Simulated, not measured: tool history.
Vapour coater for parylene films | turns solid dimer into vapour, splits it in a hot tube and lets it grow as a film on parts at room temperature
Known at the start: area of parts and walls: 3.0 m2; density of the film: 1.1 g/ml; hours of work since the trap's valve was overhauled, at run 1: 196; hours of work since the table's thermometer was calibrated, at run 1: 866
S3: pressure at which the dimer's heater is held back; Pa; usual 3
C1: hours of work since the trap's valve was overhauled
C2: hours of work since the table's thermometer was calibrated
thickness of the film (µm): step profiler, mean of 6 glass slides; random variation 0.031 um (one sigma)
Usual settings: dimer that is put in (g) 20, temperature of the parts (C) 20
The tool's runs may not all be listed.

Run 1, day 0: usual settings; C1 196; C2 866. Result: thickness of the film (µm) 2.76.
Run 2, day 2.496: usual settings but dimer that is put in (g) 32; C1 225; C2 895. Result: thickness of the film (µm) 4.39.
Run 3, day 4.5: usual settings; C1 248; C2 919. Result: thickness of the film (µm) 2.7.
Run 4, day 5.979: usual settings but S3 2.62 Pa; C1 265; C2 936. Result: thickness of the film (µm) 2.68.
Run 5, day 7.667: usual settings but dimer that is put in (g) 9, S3 2.62 Pa; C1 285; C2 955. Result: thickness of the film (µm) 1.2.
Run 6, day 10.092: usual settings; C1 313; C2 984. Result: thickness of the film (µm) 2.62.
Run 7, day 11.579: usual settings; C1 330; C2 1001. Result: thickness of the film (µm) 2.62.
Run 8, day 12.746: usual settings but S3 2.17 Pa; C1 344; C2 1014. Result: thickness of the film (µm) 2.67.
Run 9, day 13.804: usual settings but temperature of the parts (C) 24; C1 356; C2 1027. Result: thickness of the film (µm) 2.39.
Run 10, day 15.683: usual settings but temperature of the parts (C) 24; C1 378; C2 1048. Result: thickness of the film (µm) 2.4.
At day 16.608: trap's valve overhauled.
Run 11, day 17.838: usual settings but temperature of the parts (C) 28; C1 14; C2 1071. Result: thickness of the film (µm) 2.54.
Run 12, day 20.067: usual settings; C1 40; C2 1097. Result: thickness of the film (µm) 3.
Run 13, day 21.429: usual settings; C1 56; C2 1113. Result: thickness of the film (µm) 2.93.
Run 14, day 23.133: usual settings but S3 9.53 Pa; C1 76; C2 1133. Result: thickness of the film (µm) 2.69.
Run 15, day 24.242: usual settings but S3 9.53 Pa; C1 89; C2 1146. Result: thickness of the film (µm) 2.71.
Run 16, day 25.829: usual settings but S3 9.53 Pa; C1 107; C2 1164. Result: thickness of the film (µm) 2.71.
Run 17, day 27.071: usual settings but dimer that is put in (g) 19, temperature of the parts (C) 26, S3 9.95 Pa; C1 121; C2 1178. Result: thickness of the film (µm) 2.26.
Run 18, day 28.642: usual settings but dimer that is put in (g) 17, temperature of the parts (C) 28, S3 2.35 Pa; C1 140; C2 1197. Result: thickness of the film (µm) 2.14.
At day 28.825: table's thermometer calibrated.
Run 19, day 31.179: usual settings but dimer that is put in (g) 18; C1 168; C2 27. Result: thickness of the film (µm) 2.46.
Run 20, day 32.629: usual settings but dimer that is put in (g) 11, temperature of the parts (C) 29; C1 185; C2 44. Result: thickness of the film (µm) 1.32.
Run 21, day 35.112: usual settings but dimer that is put in (g) 22, temperature of the parts (C) 26; C1 214; C2 73. Result: thickness of the film (µm) 2.7.
At day 36.483: table's thermometer calibrated, once more.
Run 22, day 37.204: usual settings but dimer that is put in (g) 9, temperature of the parts (C) 16, S3 2.06 Pa; C1 238; C2 8. Result: thickness of the film (µm) 1.36.
Run 23, day 38.35: usual settings but dimer that is put in (g) 15, temperature of the parts (C) 21, S3 5.27 Pa; C1 251; C2 22. Result: thickness of the film (µm) 1.95.
Run 24, day 39.933: usual settings but dimer that is put in (g) 21; C1 269; C2 40. Result: thickness of the film (µm) 2.9.
Run 25, day 41.429: usual settings but dimer that is put in (g) 13, temperature of the parts (C) 21, S3 3.09 Pa; C1 287; C2 57. Result: thickness of the film (µm) 1.77.
Run 26, day 42.45: usual settings but dimer that is put in (g) 8, temperature of the parts (C) 30, S3 3.09 Pa; C1 299; C2 69. Result: thickness of the film (µm) 0.92.
Run 27, day 43.517: usual settings but dimer that is put in (g) 12, temperature of the parts (C) 14; C1 311; C2 82. Result: thickness of the film (µm) 1.77.
Run 28, day 45.958: usual settings but dimer that is put in (g) 28, temperature of the parts (C) 28, S3 3.42 Pa; C1 339; C2 110. Result: thickness of the film (µm) 3.19.
Run 29, day 47.517: usual settings but dimer that is put in (g) 27, temperature of the parts (C) 28, S3 3.42 Pa; C1 357; C2 128. Result: thickness of the film (µm) 3.1.
Run 30, day 49.238: usual settings but dimer that is put in (g) 27, temperature of the parts (C) 12, S3 3.42 Pa; C1 377; C2 148. Result: thickness of the film (µm) 4.04.

Some steps in thickness of the film (µm) between neighbouring runs. How much of each would the tool show without its hidden state too (settings, what came in, random variation), and how much is left for the hidden state, with any gauge scatter that isn't in both results?
The hidden state here: vapour lost through the trap's worn valve, %; true temperature of the parts over the reading, C; drift of the gauge itself on film_um, %.
Run 1 -> 2: dimer that is put in (g) 20 -> 32. thickness of the film (µm) +1.63: hidden state -0.21, all else +1.84.
Run 2 -> 3: dimer that is put in (g) 32 -> 20. thickness of the film (µm) -1.69: hidden state +0.16, all else -1.85.
Run 4 -> 5: dimer that is put in (g) 20 -> 9. thickness of the film (µm) -1.48: hidden state +0.19, all else -1.67.
Run 5 -> 6: dimer that is put in (g) 9 -> 20, S3 2.62 -> 3. thickness of the film (µm) +1.42: hidden state -0.24, all else +1.66.
Run 10 -> 11: temperature of the parts (C) 24 -> 28, trap's valve overhauled. thickness of the film (µm) +0.14: hidden state +0.37, all else -0.23.
Run 27 -> 28: dimer that is put in (g) 12 -> 28, temperature of the parts (C) 14 -> 28, S3 3 -> 3.42. thickness of the film (µm) +1.42: hidden state -0.22, all else +1.64.

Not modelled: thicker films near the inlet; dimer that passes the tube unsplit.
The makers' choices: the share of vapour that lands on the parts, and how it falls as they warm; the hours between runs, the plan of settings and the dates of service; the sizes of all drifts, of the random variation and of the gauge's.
